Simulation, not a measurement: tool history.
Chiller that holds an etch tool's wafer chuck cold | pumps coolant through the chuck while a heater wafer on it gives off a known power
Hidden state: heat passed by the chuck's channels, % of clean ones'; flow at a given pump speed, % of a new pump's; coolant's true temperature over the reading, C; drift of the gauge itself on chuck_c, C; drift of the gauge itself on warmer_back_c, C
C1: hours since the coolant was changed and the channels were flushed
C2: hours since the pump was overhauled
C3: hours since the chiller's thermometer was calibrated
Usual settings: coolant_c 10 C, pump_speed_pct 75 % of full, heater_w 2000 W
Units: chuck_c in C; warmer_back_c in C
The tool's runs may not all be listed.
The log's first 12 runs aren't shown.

run 13 hour=523.3 | coolant_c=4 pump_speed_pct=75 heater_w=2000 | C1=3359 C2=1840 C3=192 | chuck_c=18.3 warmer_back_c=6.21
run 14 hour=584.5 | coolant_c=4 pump_speed_pct=75 heater_w=2000 | C1=3420 C2=1901 C3=253 | chuck_c=18.7 warmer_back_c=6.2
run 15 hour=636.9 | coolant_c=10 pump_speed_pct=75 heater_w=2000 | C1=3473 C2=1953 C3=305 | chuck_c=24.6 warmer_back_c=6.23
run 16 hour=678.6 | coolant_c=10 pump_speed_pct=75 heater_w=2000 | C1=3514 C2=1995 C3=347 | chuck_c=24.8 warmer_back_c=6.28
run 17 hour=717.8 | coolant_c=3 pump_speed_pct=66 heater_w=2306 | C1=3554 C2=2034 C3=386 | chuck_c=21.6 warmer_back_c=8.06
run 18 hour=760.8 | coolant_c=1 pump_speed_pct=82 heater_w=1934 | C1=3597 C2=2077 C3=429 | chuck_c=14.3 warmer_back_c=5.5
run 19 hour=810.6 | coolant_c=16 pump_speed_pct=82 heater_w=2090 | C1=3646 C2=2127 C3=479 | chuck_c=30.2 warmer_back_c=5.97
run 20 hour=849.3 | coolant_c=16 pump_speed_pct=82 heater_w=2090 | C1=3685 C2=2166 C3=518 | chuck_c=30.3 warmer_back_c=5.97
run 21 hour=889.7 | coolant_c=19 pump_speed_pct=74 heater_w=2000 | C1=3726 C2=2206 C3=558 | chuck_c=33.9 warmer_back_c=6.28

Run 22 comes next. What will it give?
run 22 hour=921.1 | coolant_c=19 pump_speed_pct=61 heater_w=2000 | C1=3757 C2=2237 C3=589 | chuck_c=? warmer_back_c=?

chuck_c: 36.1 C
warmer_back_c: 7.72 C
Without the tool's hidden state the same run would have given chuck_c 35.5 C, warmer_back_c 7.61 C.
